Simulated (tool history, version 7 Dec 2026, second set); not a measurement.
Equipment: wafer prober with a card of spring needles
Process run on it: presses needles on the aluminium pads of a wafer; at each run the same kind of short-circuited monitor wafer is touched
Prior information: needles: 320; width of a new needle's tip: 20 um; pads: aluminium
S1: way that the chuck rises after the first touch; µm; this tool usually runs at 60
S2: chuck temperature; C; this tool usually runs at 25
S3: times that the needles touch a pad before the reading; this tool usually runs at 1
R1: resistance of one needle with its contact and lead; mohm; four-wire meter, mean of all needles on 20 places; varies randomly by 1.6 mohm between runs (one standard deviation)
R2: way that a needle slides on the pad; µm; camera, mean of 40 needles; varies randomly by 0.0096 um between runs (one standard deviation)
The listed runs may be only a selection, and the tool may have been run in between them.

run   hour  S1   S2  S3   R1      R2
  1    0.0  60   25   1  161   8.155
      10.2  -- tips cleaned on abrasive film
      23.3  -- tips cleaned on abrasive film
  2   28.2  60   25   1  161   8.142
      36.4  -- tips cleaned on abrasive film
      50.1  -- tips cleaned on abrasive film
  3   61.2  60   25   1  159   8.154
      64.1  -- tips cleaned on abrasive film
      75.9  -- height of the first contact set anew
      77.7  -- tips cleaned on abrasive film
  4   89.8  50   25   1  164   6.801
      93.0  -- tips cleaned on abrasive film
     106.3  -- tips cleaned on abrasive film
  5  114.0  50   25   1  165   6.797
     119.7  -- tips cleaned on abrasive film
     134.7  -- tips cleaned on abrasive film
     148.7  -- tips cleaned on abrasive film
  6  148.7  75   25   1  156  10.192
     161.3  -- tips cleaned on abrasive film
     175.0  -- tips cleaned on abrasive film
  7  180.2  75   25   1  159  10.189
     187.6  -- tips cleaned on abrasive film
     201.3  -- tips cleaned on abrasive film
  8  204.0  75   25   1  157  10.194
     214.1  -- tips cleaned on abrasive film
     227.0  -- tips cleaned on abrasive film
  9  238.7  75   25   1  159  10.184
     241.5  -- tips cleaned on abrasive film
     256.5  -- tips cleaned on abrasive film
 10  261.8  60   75   1  172   8.144
     270.9  -- tips cleaned on abrasive film
     283.8  -- tips cleaned on abrasive film
 11  286.3  54  125   2  182   7.340
     297.4  -- tips cleaned on abrasive film
 12  304.2  54  125   2  181   7.329
     310.2  -- tips cleaned on abrasive film
     320.4  -- height of the first contact set anew
     323.3  -- tips cleaned on abrasive film
 13  328.7  70   46   2  167   9.517
     336.4  -- tips cleaned on abrasive film
     349.2  -- tips cleaned on abrasive film
 14  356.9  71   49   1  163   9.647

Run 15 is up next; what results do you expect?
     363.0  -- tips cleaned on abrasive film
 15  373.3  60  25   3   ?   ?

For run 15 the tool returned R1 159 mohm, R2 8.154 µm.
Take away the tool's hidden state, keep the run-to-run variation as it was, and the same run would have given R1 159 mohm, R2 8.154 µm.
